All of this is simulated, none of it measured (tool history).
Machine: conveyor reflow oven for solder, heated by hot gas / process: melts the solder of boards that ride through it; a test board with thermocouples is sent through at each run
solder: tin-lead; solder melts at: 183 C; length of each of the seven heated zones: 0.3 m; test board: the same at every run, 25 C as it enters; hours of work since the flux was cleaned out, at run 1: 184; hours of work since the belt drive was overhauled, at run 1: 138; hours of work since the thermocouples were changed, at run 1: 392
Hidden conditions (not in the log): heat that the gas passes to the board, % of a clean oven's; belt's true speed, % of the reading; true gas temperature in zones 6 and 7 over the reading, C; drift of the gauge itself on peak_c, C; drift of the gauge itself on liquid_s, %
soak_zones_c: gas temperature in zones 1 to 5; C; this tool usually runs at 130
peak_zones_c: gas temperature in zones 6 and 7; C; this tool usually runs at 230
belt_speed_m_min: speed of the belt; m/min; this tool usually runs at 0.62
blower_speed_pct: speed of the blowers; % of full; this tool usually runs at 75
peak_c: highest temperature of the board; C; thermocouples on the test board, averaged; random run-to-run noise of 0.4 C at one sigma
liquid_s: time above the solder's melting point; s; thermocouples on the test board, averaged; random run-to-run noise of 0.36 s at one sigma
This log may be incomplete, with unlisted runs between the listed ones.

run	hour	soak_zones_c	peak_zones_c	belt_speed_m_min	blower_speed_pct	hours of work since the flux was cleaned out	hours of work since the belt drive was overhauled	hours of work since the thermocouples were changed	peak_c	liquid_s
1	0	130	230	0.62	75	184	138	392	209.7	35.7
2	4.4	130	230	0.62	75	187	141	395	209.3	35.8
3	13.1	130	230	0.62	75	194	147	401	209.6	36
4	17.9	130	230	0.62	75	197	151	405	209.3	35.3
5	27.6	130	230	0.62	75	204	158	412	208.9	35.7
6	34.2	130	230	0.62	75	209	163	417	209.9	34.8
7	41.1	130	230	0.62	72	214	168	422	208.5	34.7
8	45.3	130	230	0.62	72	217	171	425	208.1	34.8
9	50	130	230	0.62	75	221	174	428	208.6	35.5
10	54.5	130	230	0.62	75	224	178	432	209.4	35.2
11	61.2	130	230	0.62	85	229	183	436	211.2	37
12	67.6	130	230	0.62	75	234	187	441	209	35
# hour 73.2: flux residue cleaned out of gas plates and filters
13	76.9	130	230	0.62	75	3	191	444	207.8	34.1
14	83	130	230	0.563	75	7	195	449	210.9	41.2
15	87.2	130	230	0.563	75	10	198	452	211.4	40.7
16	92.6	130	230	0.563	75	14	202	456	211	40
# hour 100.9: flux residue cleaned out of gas plates and filters, once more
17	104.3	131	219	0.612	75	3	207	461	202.9	31.2
18	108.3	141	238	0.62	63	5	210	464	216.4	43
19	113	129	230	0.62	75	9	213	467	211.4	36.9
20	122.5	129	230	0.62	75	16	220	474	210.7	36.8
21	131.7	129	230	0.62	88	23	227	481	214.3	39.6
22	139.7	129	230	0.62	88	28	233	487	214.3	40.5
23	147.7	143	221	0.617	86	34	239	492	208.7	39.6
24	151.9	130	236	0.623	52	37	242	495	206.7	32
25	159.4	138	243	0.515	52	43	247	501	222.3	55.4
26	163.5	138	227	0.515	71	46	250	504	214.8	50.9
27	168.3	138	227	0.515	71	49	254	507	214.6	51.1
28	176.1	116	230	0.645	75	55	259	513	206.1	28.8
29	184.3	128	225	0.611	69	61	265	519	204.4	32
30	188.4	139	230	0.62	75	64	268	522	212.7	40.2
31	197	139	245	0.62	65	70	275	528	222.3	46

Same runs, no hidden state in the tool, same run-to-run variation:
run	peak_c	liquid_s
1	211.1	37
2	210.8	37.1
3	211.1	37.3
4	210.8	36.7
5	210.5	37.2
6	211.5	36.3
7	210.1	36.3
8	209.7	36.4
9	210.3	37.1
10	211.1	36.8
11	213	38.6
12	210.8	36.7
13	211.2	37.3
14	213.9	44.1
15	214.5	43.6
16	214	42.9
17	202.3	30.6
18	215.8	42.5
19	210.9	36.5
20	210.3	36.4
21	214	39.3
22	214	40.2
23	208.4	39.3
24	206.4	31.6
25	221.9	55
26	214.5	50.6
27	214.3	50.8
28	206.1	28.8
29	204.3	32
30	212.6	40.1
31	222.3	45.8
